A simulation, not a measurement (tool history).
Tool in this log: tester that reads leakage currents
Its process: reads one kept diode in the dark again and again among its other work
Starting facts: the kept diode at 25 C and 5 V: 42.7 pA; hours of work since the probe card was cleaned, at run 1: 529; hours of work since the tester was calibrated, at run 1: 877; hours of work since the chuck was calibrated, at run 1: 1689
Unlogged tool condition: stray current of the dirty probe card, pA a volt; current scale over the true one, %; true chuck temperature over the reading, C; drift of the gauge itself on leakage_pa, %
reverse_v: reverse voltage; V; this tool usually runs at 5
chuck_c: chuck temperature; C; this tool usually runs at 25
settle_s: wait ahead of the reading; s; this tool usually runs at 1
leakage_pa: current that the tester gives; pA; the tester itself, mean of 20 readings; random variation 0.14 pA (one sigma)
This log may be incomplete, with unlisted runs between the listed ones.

| run | day | reverse_v | chuck_c | settle_s | hours of work since the probe card was cleaned | hours of work since the tester was calibrated | hours of work since the chuck was calibrated | leakage_pa |
|---|---|---|---|---|---|---|---|---|
| 1 | 0 | 5 | 25 | 1 | 529 | 877 | 1689 | 50.61 |
| 2 | 5.375 | 5 | 25 | 1 | 586 | 934 | 1746 | 50.59 |
| 3 | 11.421 | 5 | 25 | 1 | 650 | 998 | 1811 | 50.98 |
| 4 | 19.233 | 5 | 25 | 1 | 734 | 1082 | 1894 | 51.28 |
| 5 | 26.462 | 5 | 25 | 8.44 | 811 | 1159 | 1971 | 50.56 |
| 6 | 32.529 | 5 | 25 | 2.7 | 875 | 1223 | 2036 | 51.43 |
| 7 | 40.579 | 5 | 25 | 2.7 | 961 | 1309 | 2121 | 51.92 |
| 8 | 47.104 | 4.66 | 58 | 0.54 | 1030 | 1379 | 2191 | 433.91 |

Expected results for the next run?
| 9 | 54.108 | 2.66 | 58 | 8.54 | 1105 | 1453 | 2265 | ? |

{"run 9": {"leakage_pa": 327.26}}
With the hidden condition absent and the run-to-run variation left alone, this run would have shown leakage_pa 286.84 pA.

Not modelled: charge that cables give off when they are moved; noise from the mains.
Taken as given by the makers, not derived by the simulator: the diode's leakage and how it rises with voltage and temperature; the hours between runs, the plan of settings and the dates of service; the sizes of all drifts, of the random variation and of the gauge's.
